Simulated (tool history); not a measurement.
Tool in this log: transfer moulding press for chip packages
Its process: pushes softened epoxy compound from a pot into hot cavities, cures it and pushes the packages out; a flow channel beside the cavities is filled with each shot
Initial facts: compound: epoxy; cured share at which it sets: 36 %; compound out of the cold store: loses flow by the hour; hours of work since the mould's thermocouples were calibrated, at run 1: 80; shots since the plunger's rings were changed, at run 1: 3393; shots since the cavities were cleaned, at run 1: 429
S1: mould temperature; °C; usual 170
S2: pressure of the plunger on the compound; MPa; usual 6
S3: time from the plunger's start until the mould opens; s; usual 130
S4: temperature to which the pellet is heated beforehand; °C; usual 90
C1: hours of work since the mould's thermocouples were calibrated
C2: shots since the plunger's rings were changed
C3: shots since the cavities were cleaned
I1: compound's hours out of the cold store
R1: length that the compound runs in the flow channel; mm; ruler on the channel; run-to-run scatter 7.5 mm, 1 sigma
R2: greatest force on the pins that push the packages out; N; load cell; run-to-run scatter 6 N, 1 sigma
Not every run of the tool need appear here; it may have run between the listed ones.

Run 1, hour 0: usual settings; C1 80; C2 3393; C3 429; I1 29.4. Result: R1 962 mm, R2 231 N.
At hour 12.8: cavities cleaned with cleaning compound and waxed.
Run 2, hour 57.7: usual settings; C1 122; C2 3969; C3 460; I1 24.1. Result: R1 975 mm, R2 229 N.
At hour 69.8: cavities cleaned with cleaning compound and waxed.
Run 3, hour 113.8: usual settings; C1 163; C2 4528; C3 451; I1 37.3. Result: R1 919 mm, R2 216 N.
At hour 126.5: plunger's sealing rings changed.
At hour 128: cavities cleaned with cleaning compound and waxed.
Run 4, hour 158: usual settings; C1 193; C2 308; C3 308; I1 10.4. Result: R1 1068 mm, R2 238 N.
At hour 183.7: cavities cleaned with cleaning compound and waxed.
Run 5, hour 201.7: usual settings; C1 224; C2 741; C3 185; I1 26.8. Result: R1 978 mm, R2 222 N.
At hour 240.6: cavities cleaned with cleaning compound and waxed.
Run 6, hour 263.9: usual settings; C1 269; C2 1363; C3 239; I1 10.4. Result: R1 1061 mm, R2 236 N.
At hour 295.9: cavities cleaned with cleaning compound and waxed.
Run 7, hour 308.9: usual settings; C1 302; C2 1809; C3 134; I1 42.4. Result: R1 897 mm, R2 211 N.
At hour 352.9: cavities cleaned with cleaning compound and waxed.
Run 8, hour 358.5: usual settings; C1 338; C2 2301; C3 56; I1 16.6. Result: R1 1043 mm, R2 224 N.
Run 9, hour 398.8: usual settings but S2 6.66 MPa; C1 368; C2 2715; C3 470; I1 16.7. Result: R1 1101 mm, R2 244 N.
At hour 407.8: cavities cleaned with cleaning compound and waxed.
At hour 466.7: cavities cleaned with cleaning compound and waxed.
Run 10, hour 466.7: usual settings; C1 416; C2 3380; C3 0; I1 20.8. Result: R1 1024 mm, R2 229 N.
At hour 475.2: mould's thermocouples calibrated.
At hour 523: cavities cleaned with cleaning compound and waxed.
Run 11, hour 544.9: usual settings; C1 51; C2 4146; C3 224; I1 41.1. Result: R1 893 mm, R2 230 N.
At hour 582.4: cavities cleaned with cleaning compound and waxed.
Run 12, hour 582.4: usual settings but S1 164 °C, S3 131 s; C1 78; C2 4515; C3 0; I1 41.3. Result: R1 920 mm, R2 287 N.
At hour 594.8: plunger's sealing rings changed.
Run 13, hour 635.3: usual settings but S1 163 °C, S2 6.97 MPa, S3 148 s, S4 83 °C; C1 115; C2 416; C3 517; I1 16.4. Result: R1 1132 mm, R2 284 N.
At hour 643.9: cavities cleaned with cleaning compound and waxed.
At hour 699.1: cavities cleaned with cleaning compound and waxed.
Run 14, hour 712.4: usual settings but S1 169 °C, S2 5.49 MPa, S3 140 s, S4 88 °C; C1 171; C2 1175; C3 136; I1 27.9. Result: R1 935 mm, R2 214 N.

What does the tool deliver on the next run?
At hour 758.4: cavities cleaned with cleaning compound and waxed.
Run 15, hour 765.5: usual settings but S1 169 °C, S2 5.49 MPa, S3 114 s, S4 88 °C; C1 209; C2 1704; C3 72; I1 31.2. Result: R1 ?, R2 ?.

For run 15 the tool returned R1 926 mm, R2 288 N.
With no hidden state in the tool, this same run would have given R1 927 mm, R2 287 N.

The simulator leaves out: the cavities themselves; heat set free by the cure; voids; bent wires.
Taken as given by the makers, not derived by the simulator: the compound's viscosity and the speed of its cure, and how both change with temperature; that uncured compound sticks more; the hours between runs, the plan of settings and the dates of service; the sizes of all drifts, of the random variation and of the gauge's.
